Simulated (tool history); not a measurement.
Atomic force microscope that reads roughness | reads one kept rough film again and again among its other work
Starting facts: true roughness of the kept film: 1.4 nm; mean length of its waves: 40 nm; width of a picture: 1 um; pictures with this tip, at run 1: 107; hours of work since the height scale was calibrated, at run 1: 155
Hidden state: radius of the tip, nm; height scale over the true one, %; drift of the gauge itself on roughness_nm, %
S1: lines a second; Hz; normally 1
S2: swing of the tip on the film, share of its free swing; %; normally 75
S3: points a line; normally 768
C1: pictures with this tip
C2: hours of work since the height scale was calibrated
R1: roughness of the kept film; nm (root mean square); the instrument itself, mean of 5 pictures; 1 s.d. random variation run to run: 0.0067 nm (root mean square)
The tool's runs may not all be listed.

{"run": 1, "hour": 0.0, "S1": 1, "S2": 75, "S3": 768, "C1": 107, "C2": 155, "R1": 1.278}
{"run": 2, "hour": 4.7, "S1": 1, "S2": 75, "S3": 768, "C1": 118, "C2": 158, "R1": 1.273}
{"run": 3, "hour": 13.3, "S1": 1, "S2": 75, "S3": 768, "C1": 138, "C2": 165, "R1": 1.262}
{"run": 4, "hour": 18.0, "S1": 1, "S2": 75, "S3": 691, "C1": 148, "C2": 169, "R1": 1.26}
{"run": 5, "hour": 27.4, "S1": 1, "S2": 75, "S3": 691, "C1": 170, "C2": 176, "R1": 1.261}
{"hour": 28.5, "done": "new tip fitted"}
{"run": 6, "hour": 37.8, "S1": 1, "S2": 75, "S3": 691, "C1": 22, "C2": 184, "R1": 1.319}
{"run": 7, "hour": 45.2, "S1": 1, "S2": 75, "S3": 691, "C1": 38, "C2": 189, "R1": 1.302}
{"run": 8, "hour": 52.2, "S1": 1, "S2": 75, "S3": 691, "C1": 55, "C2": 195, "R1": 1.298}
{"run": 9, "hour": 57.7, "S1": 1, "S2": 75, "S3": 691, "C1": 67, "C2": 199, "R1": 1.296}
{"run": 10, "hour": 64.7, "S1": 1, "S2": 75, "S3": 691, "C1": 83, "C2": 205, "R1": 1.29}
{"run": 11, "hour": 71.5, "S1": 1, "S2": 75, "S3": 296, "C1": 99, "C2": 210, "R1": 1.269}
{"run": 12, "hour": 79.4, "S1": 1, "S2": 75, "S3": 768, "C1": 117, "C2": 216, "R1": 1.265}
{"run": 13, "hour": 88.2, "S1": 1, "S2": 75, "S3": 768, "C1": 137, "C2": 223, "R1": 1.263}
{"run": 14, "hour": 97.8, "S1": 1, "S2": 72, "S3": 768, "C1": 159, "C2": 230, "R1": 1.259}
{"hour": 103.8, "done": "new tip fitted"}
{"run": 15, "hour": 107.9, "S1": 1, "S2": 72, "S3": 768, "C1": 9, "C2": 238, "R1": 1.324}
{"run": 16, "hour": 112.0, "S1": 1, "S2": 75, "S3": 768, "C1": 18, "C2": 241, "R1": 1.313}
{"run": 17, "hour": 119.9, "S1": 1, "S2": 75, "S3": 768, "C1": 36, "C2": 247, "R1": 1.302}
{"run": 18, "hour": 127.1, "S1": 1, "S2": 75, "S3": 768, "C1": 53, "C2": 253, "R1": 1.295}
{"run": 19, "hour": 132.7, "S1": 1, "S2": 75, "S3": 768, "C1": 66, "C2": 257, "R1": 1.289}
{"run": 20, "hour": 141.5, "S1": 0.86, "S2": 75, "S3": 768, "C1": 86, "C2": 264, "R1": 1.295}
{"run": 21, "hour": 149.1, "S1": 1, "S2": 75, "S3": 768, "C1": 103, "C2": 270, "R1": 1.278}
{"run": 22, "hour": 153.9, "S1": 1, "S2": 75, "S3": 768, "C1": 114, "C2": 273, "R1": 1.279}
{"run": 23, "hour": 163.2, "S1": 1, "S2": 75, "S3": 768, "C1": 135, "C2": 281, "R1": 1.268}
{"run": 24, "hour": 171.4, "S1": 1, "S2": 75, "S3": 768, "C1": 154, "C2": 287, "R1": 1.249}
{"hour": 179.3, "done": "new tip fitted"}
{"run": 25, "hour": 181.9, "S1": 1, "S2": 75, "S3": 768, "C1": 6, "C2": 295, "R1": 1.324}
{"run": 26, "hour": 191.3, "S1": 1, "S2": 75, "S3": 768, "C1": 28, "C2": 302, "R1": 1.297}
{"run": 27, "hour": 197.1, "S1": 0.98, "S2": 70, "S3": 825, "C1": 41, "C2": 307, "R1": 1.306}
{"run": 28, "hour": 205.4, "S1": 0.98, "S2": 76, "S3": 720, "C1": 60, "C2": 313, "R1": 1.294}
{"run": 29, "hour": 212.5, "S1": 1.35, "S2": 89, "S3": 768, "C1": 76, "C2": 319, "R1": 1.244}
{"hour": 214.4, "done": "height scale calibrated on a step standard"}
{"run": 30, "hour": 222.2, "S1": 1.35, "S2": 89, "S3": 728, "C1": 96, "C2": 6, "R1": 1.228}
{"run": 31, "hour": 229.6, "S1": 1.35, "S2": 89, "S3": 314, "C1": 113, "C2": 12, "R1": 1.205}
{"run": 32, "hour": 238.3, "S1": 1.35, "S2": 89, "S3": 314, "C1": 133, "C2": 19, "R1": 1.205}
{"run": 33, "hour": 246.0, "S1": 3.51, "S2": 66, "S3": 583, "C1": 150, "C2": 25, "R1": 1.221}
{"hour": 249.6, "done": "height scale calibrated on a step standard, once more"}
{"run": 34, "hour": 251.9, "S1": 3.51, "S2": 66, "S3": 583, "C1": 162, "C2": 2, "R1": 1.22}
{"hour": 256.4, "done": "new tip fitted"}
{"run": 35, "hour": 259.4, "S1": 3.51, "S2": 66, "S3": 583, "C1": 7, "C2": 7, "R1": 1.291}
{"run": 36, "hour": 269.4, "S1": 1, "S2": 67, "S3": 593, "C1": 30, "C2": 15, "R1": 1.324}
{"run": 37, "hour": 275.8, "S1": 1.45, "S2": 75, "S3": 265, "C1": 44, "C2": 20, "R1": 1.283}
{"run": 38, "hour": 283.8, "S1": 1, "S2": 61, "S3": 374, "C1": 62, "C2": 26, "R1": 1.31}
{"run": 39, "hour": 293.1, "S1": 1, "S2": 61, "S3": 374, "C1": 84, "C2": 33, "R1": 1.307}
{"run": 40, "hour": 301.5, "S1": 0.7, "S2": 75, "S3": 443, "C1": 103, "C2": 40, "R1": 1.285}
{"run": 41, "hour": 310.2, "S1": 1, "S2": 63, "S3": 768, "C1": 123, "C2": 47, "R1": 1.299}
{"run": 42, "hour": 314.3, "S1": 0.7, "S2": 61, "S3": 408, "C1": 132, "C2": 50, "R1": 1.293}
{"run": 43, "hour": 322.2, "S1": 1.6, "S2": 75, "S3": 282, "C1": 150, "C2": 56, "R1": 1.227}
{"run": 44, "hour": 328.5, "S1": 1.6, "S2": 75, "S3": 282, "C1": 165, "C2": 61, "R1": 1.212}
{"hour": 332.3, "done": "new tip fitted"}
{"run": 45, "hour": 335.2, "S1": 1.6, "S2": 75, "S3": 282, "C1": 7, "C2": 66, "R1": 1.289}
{"run": 46, "hour": 343.0, "S1": 1.6, "S2": 65, "S3": 267, "C1": 25, "C2": 72, "R1": 1.311}
{"run": 47, "hour": 350.0, "S1": 1.29, "S2": 68, "S3": 491, "C1": 41, "C2": 77, "R1": 1.308}
{"run": 48, "hour": 359.7, "S1": 3.15, "S2": 87, "S3": 603, "C1": 63, "C2": 85, "R1": 1.151}
{"run": 49, "hour": 369.1, "S1": 3.15, "S2": 87, "S3": 603, "C1": 84, "C2": 92, "R1": 1.137}
{"run": 50, "hour": 377.7, "S1": 2.39, "S2": 56, "S3": 504, "C1": 104, "C2": 99, "R1": 1.275}
{"run": 51, "hour": 384.5, "S1": 2.39, "S2": 56, "S3": 504, "C1": 120, "C2": 104, "R1": 1.279}
{"run": 52, "hour": 389.7, "S1": 0.62, "S2": 56, "S3": 341, "C1": 132, "C2": 108, "R1": 1.294}

Consider 3 possible next runs. They are alternatives, not a sequence: every one starts from the tool as it was left by run 52. What does each give?
{"run": "A", "hour": 394.9, "S1": 2.05, "S2": 68, "S3": 341, "C1": 144, "C2": 112, "R1": "?"}
{"run": "B", "hour": 394.9, "S1": 1.96, "S2": 60, "S3": 768, "C1": 144, "C2": 112, "R1": "?"}
{"run": "C", "hour": 394.9, "S1": 1, "S2": 70, "S3": 368, "C1": 144, "C2": 112, "R1": "?"}

run=A R1=1.247
run=B R1=1.262
run=C R1=1.253
With no hidden state in the tool, these same runs would have given:
run=A R1=1.315
run=B R1=1.332
run=C R1=1.323
